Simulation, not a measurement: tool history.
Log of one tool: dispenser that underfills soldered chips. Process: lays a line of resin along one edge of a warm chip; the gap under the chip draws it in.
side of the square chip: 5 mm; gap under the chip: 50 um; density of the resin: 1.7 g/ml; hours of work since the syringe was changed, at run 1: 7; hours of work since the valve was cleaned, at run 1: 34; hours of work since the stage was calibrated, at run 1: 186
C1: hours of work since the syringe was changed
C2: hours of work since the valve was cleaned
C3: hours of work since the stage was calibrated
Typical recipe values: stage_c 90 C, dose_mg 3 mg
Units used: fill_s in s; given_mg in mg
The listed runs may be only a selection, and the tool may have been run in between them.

run 1 hour=0 | stage_c=90 dose_mg=3 | C1=7 C2=34 C3=186 | fill_s=29.3 given_mg=2.98
-- hour=2.8 new syringe of resin
run 2 hour=3.3 | stage_c=90 dose_mg=3 | C1=0 C2=36 C3=188 | fill_s=16.7 given_mg=2.94
run 3 hour=6.5 | stage_c=93 dose_mg=3 | C1=3 C2=38 C3=191 | fill_s=18.5 given_mg=2.94
run 4 hour=11 | stage_c=93 dose_mg=3 | C1=6 C2=41 C3=194 | fill_s=23.7 given_mg=2.92
run 5 hour=13.8 | stage_c=93 dose_mg=3 | C1=8 C2=43 C3=196 | fill_s=27.3 given_mg=2.91
-- hour=15.3 new syringe of resin
run 6 hour=18.9 | stage_c=99 dose_mg=3 | C1=3 C2=47 C3=199 | fill_s=15.8 given_mg=2.92
run 7 hour=24.1 | stage_c=75 dose_mg=3 | C1=6 C2=51 C3=203 | fill_s=39.5 given_mg=2.93
run 8 hour=26.7 | stage_c=75 dose_mg=3 | C1=8 C2=52 C3=205 | fill_s=45.9 given_mg=2.9
-- hour=27.7 new syringe of resin
run 9 hour=32.3 | stage_c=90 dose_mg=2.68 | C1=3 C2=56 C3=209 | fill_s=22.6 given_mg=2.59
run 10 hour=36.9 | stage_c=90 dose_mg=2.68 | C1=7 C2=60 C3=212 | fill_s=28.5 given_mg=2.62
run 11 hour=39.5 | stage_c=90 dose_mg=2.68 | C1=9 C2=61 C3=214 | fill_s=31.9 given_mg=2.55
-- hour=40.3 new syringe of resin
run 12 hour=45.4 | stage_c=98 dose_mg=3.87 | C1=4 C2=66 C3=218 | fill_s=17 given_mg=3.73
run 13 hour=49.6 | stage_c=82 dose_mg=2.54 | C1=7 C2=69 C3=221 | fill_s=36.6 given_mg=2.45
-- hour=52.8 new syringe of resin
run 14 hour=53.6 | stage_c=88 dose_mg=2.91 | C1=1 C2=71 C3=224 | fill_s=19.3 given_mg=2.79
run 15 hour=58.3 | stage_c=95 dose_mg=2.73 | C1=4 C2=75 C3=227 | fill_s=20 given_mg=2.65
run 16 hour=62 | stage_c=84 dose_mg=3 | C1=7 C2=77 C3=230 | fill_s=32.6 given_mg=2.88
-- hour=65.4 new syringe of resin
run 17 hour=67.7 | stage_c=85 dose_mg=3.85 | C1=2 C2=81 C3=234 | fill_s=20.5 given_mg=3.69
run 18 hour=74.2 | stage_c=85 dose_mg=2.85 | C1=6 C2=86 C3=239 | fill_s=31.1 given_mg=2.71

Branching from run 18: 4 alternative next runs. What would each branch give?
-- hour=77.9 new syringe of resin
run A hour=79.2 | stage_c=95 dose_mg=2.66 | C1=1 C2=89 C3=242 | fill_s=? given_mg=?
-- hour=77.9 new syringe of resin
run B hour=79.2 | stage_c=91 dose_mg=2.8 | C1=1 C2=89 C3=242 | fill_s=? given_mg=?
-- hour=77.9 new syringe of resin
run C hour=79.2 | stage_c=103 dose_mg=3.17 | C1=1 C2=89 C3=242 | fill_s=? given_mg=?
-- hour=77.9 new syringe of resin
run D hour=79.2 | stage_c=90 dose_mg=3.02 | C1=1 C2=89 C3=242 | fill_s=? given_mg=?

run=A fill_s=16.3 given_mg=2.53
run=B fill_s=18.2 given_mg=2.64
run=C fill_s=13 given_mg=3.01
run=D fill_s=18.2 given_mg=2.9
With the hidden condition removed and each run's random variation left untouched, the same runs would have given:
run=A fill_s=15.3 given_mg=2.66
run=B fill_s=17.2 given_mg=2.78
run=C fill_s=12.4 given_mg=3.16
run=D fill_s=17.3 given_mg=3.04

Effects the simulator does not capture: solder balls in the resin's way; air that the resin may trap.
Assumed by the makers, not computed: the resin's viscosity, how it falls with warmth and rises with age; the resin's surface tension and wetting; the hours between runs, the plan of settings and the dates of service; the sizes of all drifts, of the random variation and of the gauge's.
